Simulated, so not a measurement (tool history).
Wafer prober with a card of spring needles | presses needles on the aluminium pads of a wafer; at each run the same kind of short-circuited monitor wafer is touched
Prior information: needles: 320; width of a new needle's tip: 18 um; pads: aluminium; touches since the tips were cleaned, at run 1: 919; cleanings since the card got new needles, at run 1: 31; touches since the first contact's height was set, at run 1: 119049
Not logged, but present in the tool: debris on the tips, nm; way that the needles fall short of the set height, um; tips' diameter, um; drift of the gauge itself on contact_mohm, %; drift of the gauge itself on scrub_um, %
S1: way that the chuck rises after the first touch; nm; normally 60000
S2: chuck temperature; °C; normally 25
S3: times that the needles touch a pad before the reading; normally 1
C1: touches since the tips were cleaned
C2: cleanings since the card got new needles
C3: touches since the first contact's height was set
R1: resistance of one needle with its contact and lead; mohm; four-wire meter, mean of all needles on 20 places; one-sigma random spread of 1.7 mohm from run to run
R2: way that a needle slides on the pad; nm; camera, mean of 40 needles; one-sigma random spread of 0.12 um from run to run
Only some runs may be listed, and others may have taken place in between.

{"run": 1, "hour": 0.0, "S1": 60000, "S2": 25, "S3": 1, "C1": 919, "C2": 31, "C3": 119049, "R1": 198, "R2": 13940}
{"hour": 11.6, "done": "tips cleaned on abrasive film"}
{"hour": 26.9, "done": "tips cleaned on abrasive film"}
{"hour": 46.1, "done": "tips cleaned on abrasive film"}
{"hour": 65.3, "done": "tips cleaned on abrasive film"}
{"hour": 80.6, "done": "tips cleaned on abrasive film"}
{"run": 2, "hour": 86.4, "S1": 60000, "S2": 25, "S3": 1, "C1": 1207, "C2": 36, "C3": 136939, "R1": 203, "R2": 13640}
{"hour": 98.0, "done": "tips cleaned on abrasive film"}
{"hour": 113.3, "done": "tips cleaned on abrasive film"}
{"hour": 128.9, "done": "height of the first contact set anew"}
{"hour": 132.8, "done": "tips cleaned on abrasive film"}
{"hour": 152.0, "done": "tips cleaned on abrasive film"}
{"hour": 171.2, "done": "tips cleaned on abrasive film"}
{"run": 3, "hour": 171.4, "S1": 60000, "S2": 25, "S3": 1, "C1": 54, "C2": 41, "C3": 8791, "R1": 184, "R2": 13470}
{"hour": 186.8, "done": "tips cleaned on abrasive film"}
{"hour": 202.1, "done": "tips cleaned on abrasive film"}
{"hour": 221.3, "done": "tips cleaned on abrasive film"}
{"run": 4, "hour": 229.6, "S1": 60000, "S2": 39, "S3": 1, "C1": 1736, "C2": 44, "C3": 20850, "R1": 219, "R2": 13060}
{"hour": 237.4, "done": "tips cleaned on abrasive film"}
{"hour": 256.6, "done": "tips cleaned on abrasive film"}
{"hour": 271.9, "done": "tips cleaned on abrasive film"}
{"hour": 291.1, "done": "tips cleaned on abrasive film"}
{"run": 5, "hour": 305.8, "S1": 60000, "S2": 39, "S3": 1, "C1": 3052, "C2": 48, "C3": 36615, "R1": 232, "R2": 13360}
{"hour": 309.7, "done": "tips cleaned on abrasive film"}
{"hour": 325.0, "done": "tips cleaned on abrasive film"}
{"hour": 344.2, "done": "tips cleaned on abrasive film"}
{"hour": 363.4, "done": "tips cleaned on abrasive film"}
{"run": 6, "hour": 369.9, "S1": 72000, "S2": 39, "S3": 1, "C1": 1355, "C2": 52, "C3": 49884, "R1": 195, "R2": 16020}
{"hour": 381.5, "done": "tips cleaned on abrasive film"}
{"hour": 400.6, "done": "tips cleaned on abrasive film"}
{"hour": 419.8, "done": "tips cleaned on abrasive film"}
{"hour": 439.0, "done": "tips cleaned on abrasive film"}
{"hour": 458.2, "done": "tips cleaned on abrasive film"}
{"run": 7, "hour": 471.2, "S1": 72000, "S2": 39, "S3": 1, "C1": 2708, "C2": 57, "C3": 70861, "R1": 210, "R2": 16200}
{"hour": 475.1, "done": "tips cleaned on abrasive film"}
{"hour": 494.3, "done": "tips cleaned on abrasive film"}
{"hour": 513.4, "done": "tips cleaned on abrasive film"}
{"hour": 532.6, "done": "tips cleaned on abrasive film"}
{"hour": 551.8, "done": "tips cleaned on abrasive film"}
{"run": 8, "hour": 558.4, "S1": 72000, "S2": 39, "S3": 1, "C1": 1367, "C2": 62, "C3": 88910, "R1": 204, "R2": 15710}
{"hour": 569.9, "done": "tips cleaned on abrasive film"}
{"hour": 589.1, "done": "tips cleaned on abrasive film"}
{"hour": 608.2, "done": "tips cleaned on abrasive film"}
{"hour": 620.0, "done": "height of the first contact set anew, once more"}
{"hour": 623.9, "done": "tips cleaned on abrasive film"}
{"hour": 643.1, "done": "tips cleaned on abrasive film"}
{"run": 9, "hour": 643.2, "S1": 72000, "S2": 39, "S3": 1, "C1": 21, "C2": 67, "C3": 4787, "R1": 185, "R2": 17530}
{"hour": 658.6, "done": "tips cleaned on abrasive film"}
{"hour": 674.0, "done": "tips cleaned on abrasive film"}
{"hour": 693.2, "done": "tips cleaned on abrasive film"}
{"hour": 712.3, "done": "tips cleaned on abrasive film"}
{"hour": 727.7, "done": "tips cleaned on abrasive film"}
{"run": 10, "hour": 728.1, "S1": 72000, "S2": 39, "S3": 1, "C1": 84, "C2": 72, "C3": 22361, "R1": 183, "R2": 17500}
{"hour": 743.5, "done": "tips cleaned on abrasive film"}
{"hour": 762.7, "done": "tips cleaned on abrasive film"}
{"hour": 781.8, "done": "tips cleaned on abrasive film"}
{"hour": 801.0, "done": "tips cleaned on abrasive film"}
{"run": 11, "hour": 806.1, "S1": 54000, "S2": 25, "S3": 1, "C1": 1060, "C2": 76, "C3": 38515, "R1": 208, "R2": 12970}
{"hour": 817.6, "done": "tips cleaned on abrasive film"}
{"hour": 833.0, "done": "tips cleaned on abrasive film"}
{"hour": 852.2, "done": "tips cleaned on abrasive film"}
{"run": 12, "hour": 858.3, "S1": 54000, "S2": 25, "S3": 1, "C1": 1283, "C2": 79, "C3": 49328, "R1": 215, "R2": 12820}
{"hour": 869.9, "done": "tips cleaned on abrasive film"}
{"hour": 889.0, "done": "tips cleaned on abrasive film"}
{"hour": 908.2, "done": "tips cleaned on abrasive film"}
{"hour": 927.4, "done": "tips cleaned on abrasive film"}
{"hour": 943.5, "done": "tips cleaned on abrasive film"}
{"run": 13, "hour": 943.5, "S1": 56000, "S2": 26, "S3": 2, "C1": 0, "C2": 84, "C3": 66954, "R1": 185, "R2": 13390}
{"hour": 958.9, "done": "tips cleaned on abrasive film"}
{"hour": 978.0, "done": "tips cleaned on abrasive film"}
{"hour": 997.2, "done": "tips cleaned on abrasive film"}
{"hour": 1016.4, "done": "tips cleaned on abrasive film"}
{"run": 14, "hour": 1030.2, "S1": 70000, "S2": 51, "S3": 2, "C1": 2881, "C2": 88, "C3": 84930, "R1": 201, "R2": 16390}
{"hour": 1034.1, "done": "tips cleaned on abrasive film"}
{"hour": 1049.5, "done": "tips cleaned on abrasive film"}
{"hour": 1068.7, "done": "tips cleaned on abrasive film"}
{"hour": 1087.9, "done": "tips cleaned on abrasive film"}
{"hour": 1107.0, "done": "tips cleaned on abrasive film"}
{"hour": 1122.4, "done": "tips cleaned on abrasive film"}
{"run": 15, "hour": 1126.6, "S1": 61000, "S2": 65, "S3": 2, "C1": 869, "C2": 94, "C3": 104862, "R1": 202, "R2": 14100}
{"hour": 1138.1, "done": "tips cleaned on abrasive film"}
{"hour": 1153.5, "done": "tips cleaned on abrasive film"}
{"hour": 1172.6, "done": "tips cleaned on abrasive film"}
{"hour": 1191.8, "done": "tips cleaned on abrasive film"}
{"hour": 1211.0, "done": "tips cleaned on abrasive film"}
{"run": 16, "hour": 1215.8, "S1": 61000, "S2": 65, "S3": 1, "C1": 999, "C2": 99, "C3": 123334, "R1": 209, "R2": 14200}
{"hour": 1227.3, "done": "tips cleaned on abrasive film"}
{"hour": 1246.5, "done": "tips cleaned on abrasive film"}
{"run": 17, "hour": 1261.4, "S1": 61000, "S2": 34, "S3": 1, "C1": 3103, "C2": 101, "C3": 132791, "R1": 231, "R2": 14170}
{"hour": 1265.3, "done": "tips cleaned on abrasive film"}
{"hour": 1284.5, "done": "tips cleaned on abrasive film"}
{"hour": 1303.7, "done": "tips cleaned on abrasive film"}
{"hour": 1322.9, "done": "tips cleaned on abrasive film"}
{"hour": 1323.2, "done": "height of the first contact set anew"}
{"hour": 1342.3, "done": "tips cleaned on abrasive film"}
{"hour": 1359.3, "done": "tips cleaned on abrasive film"}
{"run": 18, "hour": 1359.3, "S1": 45000, "S2": 25, "S3": 1, "C1": 0, "C2": 107, "C3": 7476, "R1": 194, "R2": 10800}
{"hour": 1378.4, "done": "tips cleaned on abrasive film"}
{"hour": 1393.8, "done": "tips cleaned on abrasive film"}
{"run": 19, "hour": 1401.4, "S1": 45000, "S2": 25, "S3": 1, "C1": 1577, "C2": 109, "C3": 16201, "R1": 247, "R2": 10800}
{"hour": 1412.9, "done": "tips cleaned on abrasive film"}
{"hour": 1432.1, "done": "tips cleaned on abrasive film"}
{"hour": 1447.5, "done": "tips cleaned on abrasive film"}
{"run": 20, "hour": 1460.9, "S1": 47000, "S2": 26, "S3": 1, "C1": 2802, "C2": 112, "C3": 28535, "R1": 259, "R2": 11280}
{"hour": 1464.8, "done": "tips cleaned on abrasive film"}
{"hour": 1484.0, "done": "tips cleaned on abrasive film"}
{"hour": 1503.2, "done": "tips cleaned on abrasive film"}
{"hour": 1522.4, "done": "tips cleaned on abrasive film"}
{"run": 21, "hour": 1526.7, "S1": 47000, "S2": 56, "S3": 2, "C1": 902, "C2": 116, "C3": 42146, "R1": 218, "R2": 11060}
{"hour": 1538.2, "done": "tips cleaned on abrasive film"}
{"hour": 1557.4, "done": "tips cleaned on abrasive film"}
{"run": 22, "hour": 1571.9, "S1": 47000, "S2": 56, "S3": 2, "C1": 3022, "C2": 118, "C3": 51521, "R1": 248, "R2": 11010}
{"hour": 1575.8, "done": "tips cleaned on abrasive film"}
{"hour": 1595.0, "done": "tips cleaned on abrasive film"}
{"hour": 1614.2, "done": "tips cleaned on abrasive film"}
{"hour": 1633.4, "done": "tips cleaned on abrasive film"}
{"hour": 1652.5, "done": "tips cleaned on abrasive film"}
{"hour": 1671.7, "done": "tips cleaned on abrasive film"}
{"run": 23, "hour": 1672.2, "S1": 47000, "S2": 56, "S3": 2, "C1": 104, "C2": 124, "C3": 72277, "R1": 207, "R2": 11100}
{"hour": 1687.6, "done": "tips cleaned on abrasive film"}
{"hour": 1706.8, "done": "tips cleaned on abrasive film"}
{"hour": 1724.7, "done": "tips cleaned on abrasive film"}
{"run": 24, "hour": 1724.7, "S1": 73000, "S2": 41, "S3": 1, "C1": 0, "C2": 127, "C3": 83137, "R1": 182, "R2": 17350}

3 ways to go on from here, each from the tool as it stands after run 24. What would each give?
{"hour": 1743.9, "done": "tips cleaned on abrasive film"}
{"hour": 1759.2, "done": "tips cleaned on abrasive film"}
{"hour": 1778.4, "done": "tips cleaned on abrasive film"}
{"hour": 1797.6, "done": "tips cleaned on abrasive film"}
{"run": "A", "hour": 1803.1, "S1": 66000, "S2": 35, "S3": 1, "C1": 1142, "C2": 131, "C3": 99370, "R1": "?", "R2": "?"}
{"hour": 1743.9, "done": "tips cleaned on abrasive film"}
{"hour": 1759.2, "done": "tips cleaned on abrasive film"}
{"hour": 1778.4, "done": "tips cleaned on abrasive film"}
{"hour": 1797.6, "done": "tips cleaned on abrasive film"}
{"run": "B", "hour": 1803.1, "S1": 53000, "S2": 39, "S3": 1, "C1": 1142, "C2": 131, "C3": 99370, "R1": "?", "R2": "?"}
{"hour": 1743.9, "done": "tips cleaned on abrasive film"}
{"hour": 1759.2, "done": "tips cleaned on abrasive film"}
{"hour": 1778.4, "done": "tips cleaned on abrasive film"}
{"hour": 1797.6, "done": "tips cleaned on abrasive film"}
{"run": "C", "hour": 1803.1, "S1": 51000, "S2": 33, "S3": 1, "C1": 1142, "C2": 131, "C3": 99370, "R1": "?", "R2": "?"}

run=A R1=204 R2=15440
run=B R1=224 R2=12450
run=C R1=227 R2=11790
Stripped of hidden state, with their random variation kept, the same runs would have yielded:
run=A R1=178 R2=15910
run=B R1=184 R2=12930
run=C R1=184 R2=12260
